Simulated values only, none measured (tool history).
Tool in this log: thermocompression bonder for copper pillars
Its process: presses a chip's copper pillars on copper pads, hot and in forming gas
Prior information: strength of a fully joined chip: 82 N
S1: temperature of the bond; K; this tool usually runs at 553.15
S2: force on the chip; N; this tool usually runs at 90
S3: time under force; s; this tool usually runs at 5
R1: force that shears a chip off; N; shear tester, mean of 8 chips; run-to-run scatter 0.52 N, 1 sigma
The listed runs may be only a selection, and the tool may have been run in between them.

run	hour	S1	S2	S3	R1
1	0.0	553.15	90	5	51.5
2	51.7	553.15	57	5	34.0
3	139.9	553.15	57	5	34.1
4	220.6	553.15	90	5	52.0
5	288.0	553.15	90	5	51.6
6	373.2	553.15	90	5	50.5
7	472.2	553.15	90	5	52.5
8	530.1	553.15	90	5	52.3
9	581.0	553.15	90	5	51.0
10	663.9	553.15	120	5	62.2
11	734.0	559.15	85	5	50.9
12	802.4	553.15	56	5	33.7
13	856.6	525.15	90	5	40.4
14	904.9	583.15	125	5	72.8
15	961.1	583.15	125	5	72.5
16	1045.5	551.15	58	9	41.6
17	1127.9	582.15	94	3	56.0
18	1171.3	573.15	73	5	50.6
19	1218.5	553.15	92	6	55.2

Between the runs listed above, the log contained 6 entries, not reproduced here. Where in the sequence does each belong, and how does what the log doesn't record of the tool's condition differ from the listed run before to the listed run after?
Logged between run 4 and run 5: forming gas filter changed (hour 253.9)
  oxide that the forming gas leaves, % of the face: 0.71 -> 0.54
Logged between run 7 and run 8: forming gas filter changed (hour 526.9)
  oxide that the forming gas leaves, % of the face: 0.71 -> 0.51
Logged between run 11 and run 12: forming gas filter changed (hour 801.2)
  oxide that the forming gas leaves, % of the face: 0.7 -> 0.5
Logged between run 13 and run 14: force cell calibrated (hour 904.9)
  force that reaches the chip, % of what is set: 99.6 -> 100; oxide that the forming gas leaves, % of the face: 0.55 -> 0.59
Logged between run 15 and run 16: heater calibrated with a thermocouple chip (hour 1009.6)
  true temperature of the bond over the reading, C: -0.3 -> 0; oxide that the forming gas leaves, % of the face: 0.64 -> 0.72
Logged between run 16 and run 17: forming gas filter changed (hour 1076.4)
  force that reaches the chip, % of what is set: 100 -> 99.9; oxide that the forming gas leaves, % of the face: 0.72 -> 0.55
